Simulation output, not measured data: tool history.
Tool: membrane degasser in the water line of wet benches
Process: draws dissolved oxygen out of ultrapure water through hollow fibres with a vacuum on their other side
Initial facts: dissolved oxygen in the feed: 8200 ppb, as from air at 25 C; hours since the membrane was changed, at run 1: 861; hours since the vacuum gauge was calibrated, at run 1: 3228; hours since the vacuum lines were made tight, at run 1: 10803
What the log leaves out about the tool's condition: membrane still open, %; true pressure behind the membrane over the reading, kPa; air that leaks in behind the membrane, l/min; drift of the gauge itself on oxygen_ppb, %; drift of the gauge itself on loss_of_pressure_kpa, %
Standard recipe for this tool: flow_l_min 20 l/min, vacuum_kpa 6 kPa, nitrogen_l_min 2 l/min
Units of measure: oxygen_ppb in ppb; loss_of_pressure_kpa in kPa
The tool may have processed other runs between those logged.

run	hour	flow_l_min	vacuum_kpa	nitrogen_l_min	hours since the membrane was changed	hours since the vacuum gauge was calibrated	hours since the vacuum lines were made tight	oxygen_ppb	loss_of_pressure_kpa
1	0	20	6	2	861	3228	10803	251.1	58.14
2	117.7	20	6	2	979	3346	10921	254.8	57.92
3	218.5	20	6.66	2	1079	3447	11022	268.7	58.27
4	294.6	20	6	2.92	1155	3523	11098	236.1	57.6
5	462.8	20	6	3.19	1324	3691	11266	232.3	57.15
6	594.4	20	6	3.19	1455	3822	11397	229.5	57.41
7	729.4	20	6	2	1590	3957	11533	253.7	57.18
8	884.4	20	6	2	1745	4112	11688	258	57.46
9	996.6	20	6	2	1857	4225	11800	254.7	57.36
# hour 1004.3: vacuum gauge calibrated
10	1079.2	20	6	2	1940	75	11882	254.5	57.16
11	1240.1	20	6	2	2100	236	12043	254.3	57.16
12	1371.9	20	6	2.93	2232	368	12175	237.3	57.01
13	1534.3	20	6	2.75	2395	530	12337	244.9	56.99
14	1614.2	20	6	2.75	2475	610	12417	240.6	56.81
15	1767.6	20	6	4.76	2628	763	12570	221.8	57.02
16	1936.1	20	6	4.76	2796	932	12739	220.9	56.76
17	2050.9	23	6.52	1.67	2911	1047	12854	396.4	65.21
18	2162.3	30	6.16	2	3023	1158	12965	670.5	85.09
19	2310.2	30	6.16	2	3170	1306	13113	686.7	85.01
# hour 2337.5: gauge calibrated
20	2442.2	30	6.16	2	3302	1438	13245	667.8	86.28
21	2600	30	6.16	2	3460	1596	13403	674	86.45
22	2704.5	30	6.16	2	3565	1700	13507	677.7	86.34
23	2783	15	11.44	0.91	3643	1779	13586	360.2	43.14
# hour 2850.7: seals of the vacuum lines changed
24	2856.6	15	11.44	0.91	3715	1850	6	362.8	43
25	3006	15	11.44	0.91	3864	2000	155	363	43.33
26	3172.7	30	10.72	0.91	4031	2166	322	1032.5	86.4
27	3272.6	30	6.66	0.86	4131	2266	422	805.5	86.17
28	3371.5	30	6.66	0.86	4230	2365	521	800.8	86.24
29	3506.1	20	4.68	5.24	4364	2500	655	205.3	56.8
30	3581.7	20	6.26	1.77	4440	2575	731	268.6	57.44
31	3713.9	20	6.26	1.77	4572	2708	863	265.2	57.1
32	3812.1	21	6	1.44	4670	2806	961	315.4	60.03

Selected run-to-run steps in loss_of_pressure_kpa, each split into two signed amounts: the part the tool would show with no hidden state at all (from settings, incoming material and random variation), and the remainder, which goes to the hidden state together with any gauge scatter not common to the measured and the hidden-state-free results:
Run 17 -> 18: flow_l_min 23 -> 30, vacuum_kpa 6.52 -> 6.16, nitrogen_l_min 1.67 -> 2. loss_of_pressure_kpa +19.88 kPa: hidden state -0.58, all else +20.46.
Run 19 -> 20: gauge calibrated. loss_of_pressure_kpa +1.27 kPa: hidden state +2.18, all else -0.91.
Run 22 -> 23: flow_l_min 30 -> 15, vacuum_kpa 6.16 -> 11.44, nitrogen_l_min 2 -> 0.91. loss_of_pressure_kpa -43.2 kPa: hidden state +0.13, all else -43.33.
Run 25 -> 26: flow_l_min 15 -> 30, vacuum_kpa 11.44 -> 10.72. loss_of_pressure_kpa +43.07 kPa: hidden state -0.48, all else +43.55.
Run 28 -> 29: flow_l_min 30 -> 20, vacuum_kpa 6.66 -> 4.68, nitrogen_l_min 0.86 -> 5.24. loss_of_pressure_kpa -29.44 kPa: hidden state +0.26, all else -29.7.

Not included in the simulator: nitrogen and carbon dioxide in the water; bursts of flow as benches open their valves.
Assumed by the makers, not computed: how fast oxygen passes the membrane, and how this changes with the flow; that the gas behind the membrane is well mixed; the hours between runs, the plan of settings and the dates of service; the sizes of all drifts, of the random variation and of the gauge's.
